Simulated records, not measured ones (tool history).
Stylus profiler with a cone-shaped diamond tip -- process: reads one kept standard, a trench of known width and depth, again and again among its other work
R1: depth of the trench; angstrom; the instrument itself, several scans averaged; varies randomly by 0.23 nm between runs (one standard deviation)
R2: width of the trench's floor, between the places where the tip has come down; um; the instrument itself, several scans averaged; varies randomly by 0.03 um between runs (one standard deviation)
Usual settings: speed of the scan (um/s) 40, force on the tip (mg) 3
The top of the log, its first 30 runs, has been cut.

Run 31, hour 1089.9: usual settings but speed of the scan (um/s) 15, force on the tip (mg) 3.42. Result: R1 10199.3 angstrom, R2 94.56 um.
Run 32, hour 1128.8: usual settings but speed of the scan (um/s) 15, force on the tip (mg) 3.42. Result: R1 10197.8 angstrom, R2 94.52 um.
Run 33, hour 1154: usual settings but speed of the scan (um/s) 12, force on the tip (mg) 1.51. Result: R1 10105.4 angstrom, R2 94.51 um.
Run 34, hour 1196.6: usual settings but speed of the scan (um/s) 34, force on the tip (mg) 5.3. Result: R1 10263 angstrom, R2 94.5 um.
Run 35, hour 1235.9: usual settings but speed of the scan (um/s) 34, force on the tip (mg) 5.3. Result: R1 10260.5 angstrom, R2 94.44 um.
Run 36, hour 1280.2: usual settings but speed of the scan (um/s) 99, force on the tip (mg) 5.02. Result: R1 10253.7 angstrom, R2 94.27 um.
Run 37, hour 1322.3: usual settings but speed of the scan (um/s) 99, force on the tip (mg) 5.02. Result: R1 10252.1 angstrom, R2 94.25 um.
Run 38, hour 1372.1: usual settings but speed of the scan (um/s) 28, force on the tip (mg) 1.89. Result: R1 10120.5 angstrom, R2 94.3 um.
Run 39, hour 1393: usual settings but speed of the scan (um/s) 28, force on the tip (mg) 1.89. Result: R1 10122.6 angstrom, R2 94.29 um.
Run 40, hour 1437.1: usual settings but speed of the scan (um/s) 28, force on the tip (mg) 1.89. Result: R1 10120.3 angstrom, R2 94.31 um.
Run 41, hour 1483.1: usual settings but speed of the scan (um/s) 74, force on the tip (mg) 1.78. Result: R1 10115.2 angstrom, R2 94.11 um.

Estimate the outcome of run 42 from the log above:
Run 42, hour 1531.5: usual settings but speed of the scan (um/s) 29, force on the tip (mg) 1.83. Result: R1 ?, R2 ?.

{"run 42": {"R1": 10121.6, "R2": 94.26}}
With the hidden condition absent and the run-to-run variation left alone, this run would have shown R1 10146.7 angstrom, R2 96.44 um.
